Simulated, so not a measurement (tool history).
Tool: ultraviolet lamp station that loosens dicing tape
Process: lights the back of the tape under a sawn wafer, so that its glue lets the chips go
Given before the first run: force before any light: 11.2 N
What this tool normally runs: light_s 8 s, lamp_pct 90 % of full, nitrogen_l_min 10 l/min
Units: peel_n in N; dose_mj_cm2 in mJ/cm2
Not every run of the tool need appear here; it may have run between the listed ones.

{"run": 1, "hour": 0.0, "light_s": 8, "lamp_pct": 90, "nitrogen_l_min": 10, "peel_n": 1.419, "dose_mj_cm2": 377}
{"run": 2, "hour": 58.3, "light_s": 8, "lamp_pct": 90, "nitrogen_l_min": 10, "peel_n": 1.417, "dose_mj_cm2": 376}
{"run": 3, "hour": 97.3, "light_s": 8, "lamp_pct": 90, "nitrogen_l_min": 10, "peel_n": 1.537, "dose_mj_cm2": 363}
{"run": 4, "hour": 168.4, "light_s": 8, "lamp_pct": 90, "nitrogen_l_min": 5, "peel_n": 2.475, "dose_mj_cm2": 364}
{"hour": 197.7, "done": "window cleaned of glue's vapour"}
{"run": 5, "hour": 242.9, "light_s": 8, "lamp_pct": 90, "nitrogen_l_min": 5, "peel_n": 2.516, "dose_mj_cm2": 346}
{"run": 6, "hour": 307.6, "light_s": 8, "lamp_pct": 64, "nitrogen_l_min": 10, "peel_n": 2.902, "dose_mj_cm2": 248}
{"run": 7, "hour": 347.3, "light_s": 8, "lamp_pct": 64, "nitrogen_l_min": 10, "peel_n": 2.925, "dose_mj_cm2": 241}
{"run": 8, "hour": 388.1, "light_s": 8, "lamp_pct": 90, "nitrogen_l_min": 10, "peel_n": 1.711, "dose_mj_cm2": 338}
{"run": 9, "hour": 434.8, "light_s": 8, "lamp_pct": 90, "nitrogen_l_min": 10, "peel_n": 1.766, "dose_mj_cm2": 334}
{"run": 10, "hour": 497.7, "light_s": 8, "lamp_pct": 90, "nitrogen_l_min": 10, "peel_n": 1.767, "dose_mj_cm2": 328}
{"hour": 547.2, "done": "window cleaned of glue's vapour, once more"}
{"run": 11, "hour": 568.4, "light_s": 8, "lamp_pct": 90, "nitrogen_l_min": 20, "peel_n": 0.894, "dose_mj_cm2": 363}
{"run": 12, "hour": 636.9, "light_s": 8, "lamp_pct": 90, "nitrogen_l_min": 20, "peel_n": 0.977, "dose_mj_cm2": 356}
{"run": 13, "hour": 670.6, "light_s": 6, "lamp_pct": 90, "nitrogen_l_min": 10, "peel_n": 2.618, "dose_mj_cm2": 266}
{"run": 14, "hour": 712.9, "light_s": 6, "lamp_pct": 90, "nitrogen_l_min": 10, "peel_n": 2.613, "dose_mj_cm2": 266}
{"run": 15, "hour": 778.1, "light_s": 6, "lamp_pct": 90, "nitrogen_l_min": 4, "peel_n": 4.112, "dose_mj_cm2": 263}
{"run": 16, "hour": 836.7, "light_s": 6, "lamp_pct": 90, "nitrogen_l_min": 4, "peel_n": 4.158, "dose_mj_cm2": 258}
{"run": 17, "hour": 885.4, "light_s": 6, "lamp_pct": 90, "nitrogen_l_min": 4, "peel_n": 4.109, "dose_mj_cm2": 256}
{"run": 18, "hour": 928.1, "light_s": 6, "lamp_pct": 90, "nitrogen_l_min": 4, "peel_n": 4.213, "dose_mj_cm2": 253}
{"run": 19, "hour": 963.0, "light_s": 8, "lamp_pct": 66, "nitrogen_l_min": 10, "peel_n": 2.854, "dose_mj_cm2": 242}
{"run": 20, "hour": 1033.9, "light_s": 8, "lamp_pct": 66, "nitrogen_l_min": 10, "peel_n": 2.969, "dose_mj_cm2": 242}
{"hour": 1077.5, "done": "window cleaned of glue's vapour"}
{"run": 21, "hour": 1096.5, "light_s": 8, "lamp_pct": 66, "nitrogen_l_min": 10, "peel_n": 2.799, "dose_mj_cm2": 249}
{"run": 22, "hour": 1160.7, "light_s": 8, "lamp_pct": 66, "nitrogen_l_min": 10, "peel_n": 2.87, "dose_mj_cm2": 245}
{"run": 23, "hour": 1221.7, "light_s": 8, "lamp_pct": 66, "nitrogen_l_min": 10, "peel_n": 2.913, "dose_mj_cm2": 242}
{"run": 24, "hour": 1269.0, "light_s": 8, "lamp_pct": 90, "nitrogen_l_min": 8, "peel_n": 2.091, "dose_mj_cm2": 324}
{"run": 25, "hour": 1322.8, "light_s": 9, "lamp_pct": 96, "nitrogen_l_min": 19, "peel_n": 0.868, "dose_mj_cm2": 381}
{"run": 26, "hour": 1357.2, "light_s": 6, "lamp_pct": 61, "nitrogen_l_min": 10, "peel_n": 4.573, "dose_mj_cm2": 161}
{"run": 27, "hour": 1414.3, "light_s": 6, "lamp_pct": 61, "nitrogen_l_min": 10, "peel_n": 4.631, "dose_mj_cm2": 158}
{"run": 28, "hour": 1460.2, "light_s": 6, "lamp_pct": 61, "nitrogen_l_min": 10, "peel_n": 4.689, "dose_mj_cm2": 160}
{"run": 29, "hour": 1512.5, "light_s": 15, "lamp_pct": 96, "nitrogen_l_min": 5, "peel_n": 0.93, "dose_mj_cm2": 614}
{"run": 30, "hour": 1584.4, "light_s": 15, "lamp_pct": 96, "nitrogen_l_min": 5, "peel_n": 1.002, "dose_mj_cm2": 596}
{"hour": 1609.0, "done": "window cleaned of glue's vapour"}
{"run": 31, "hour": 1619.8, "light_s": 7, "lamp_pct": 87, "nitrogen_l_min": 19, "peel_n": 1.857, "dose_mj_cm2": 265}
{"run": 32, "hour": 1662.3, "light_s": 7, "lamp_pct": 87, "nitrogen_l_min": 19, "peel_n": 1.857, "dose_mj_cm2": 263}
{"run": 33, "hour": 1709.6, "light_s": 5, "lamp_pct": 90, "nitrogen_l_min": 10, "peel_n": 3.842, "dose_mj_cm2": 190}
{"run": 34, "hour": 1760.4, "light_s": 5, "lamp_pct": 61, "nitrogen_l_min": 5, "peel_n": 6.844, "dose_mj_cm2": 129}
{"run": 35, "hour": 1808.1, "light_s": 5, "lamp_pct": 61, "nitrogen_l_min": 5, "peel_n": 6.48, "dose_mj_cm2": 123}
{"run": 36, "hour": 1853.2, "light_s": 5, "lamp_pct": 61, "nitrogen_l_min": 5, "peel_n": 6.537, "dose_mj_cm2": 126}
{"run": 37, "hour": 1918.2, "light_s": 7, "lamp_pct": 83, "nitrogen_l_min": 14, "peel_n": 2.511, "dose_mj_cm2": 236}
{"run": 38, "hour": 1991.3, "light_s": 7, "lamp_pct": 74, "nitrogen_l_min": 3, "peel_n": 5.437, "dose_mj_cm2": 204}
{"run": 39, "hour": 2031.9, "light_s": 7, "lamp_pct": 74, "nitrogen_l_min": 3, "peel_n": 5.65, "dose_mj_cm2": 203}
{"run": 40, "hour": 2066.4, "light_s": 7, "lamp_pct": 74, "nitrogen_l_min": 3, "peel_n": 5.621, "dose_mj_cm2": 205}
{"run": 41, "hour": 2121.0, "light_s": 7, "lamp_pct": 74, "nitrogen_l_min": 3, "peel_n": 5.677, "dose_mj_cm2": 198}
{"hour": 2140.8, "done": "window cleaned of glue's vapour"}
{"run": 42, "hour": 2160.6, "light_s": 11, "lamp_pct": 88, "nitrogen_l_min": 9, "peel_n": 1.379, "dose_mj_cm2": 390}
{"run": 43, "hour": 2208.4, "light_s": 8, "lamp_pct": 89, "nitrogen_l_min": 7, "peel_n": 2.857, "dose_mj_cm2": 287}

Pick out some run-to-run changes in peel_n. Of each, how much would a tool without hidden state show as well, from the settings, what came in and chance, and how much is left for the hidden state and any gauge scatter not in both results compared?
Unlogged tool condition in this case: lamp's light, % of a new lamp's; light that the window lets through, % of a clean one's; drift of the gauge itself on peel_n, %; drift of the gauge itself on dose_mj_cm2, %.
Run 25 -> 26: light_s 9 -> 6, lamp_pct 96 -> 61, nitrogen_l_min 19 -> 10. peel_n +3.705 N: hidden state +0.849, all else +2.856.
Run 28 -> 29: light_s 6 -> 15, lamp_pct 61 -> 96, nitrogen_l_min 10 -> 5. peel_n -3.759 N: hidden state -0.875, all else -2.884.
Run 36 -> 37: light_s 5 -> 7, lamp_pct 61 -> 83, nitrogen_l_min 5 -> 14. peel_n -4.026 N: hidden state -0.19, all else -3.836.
Run 41 -> 42: light_s 7 -> 11, lamp_pct 74 -> 88, nitrogen_l_min 3 -> 9, window cleaned of glue's vapour. peel_n -4.298 N: hidden state -1.021, all else -3.277.

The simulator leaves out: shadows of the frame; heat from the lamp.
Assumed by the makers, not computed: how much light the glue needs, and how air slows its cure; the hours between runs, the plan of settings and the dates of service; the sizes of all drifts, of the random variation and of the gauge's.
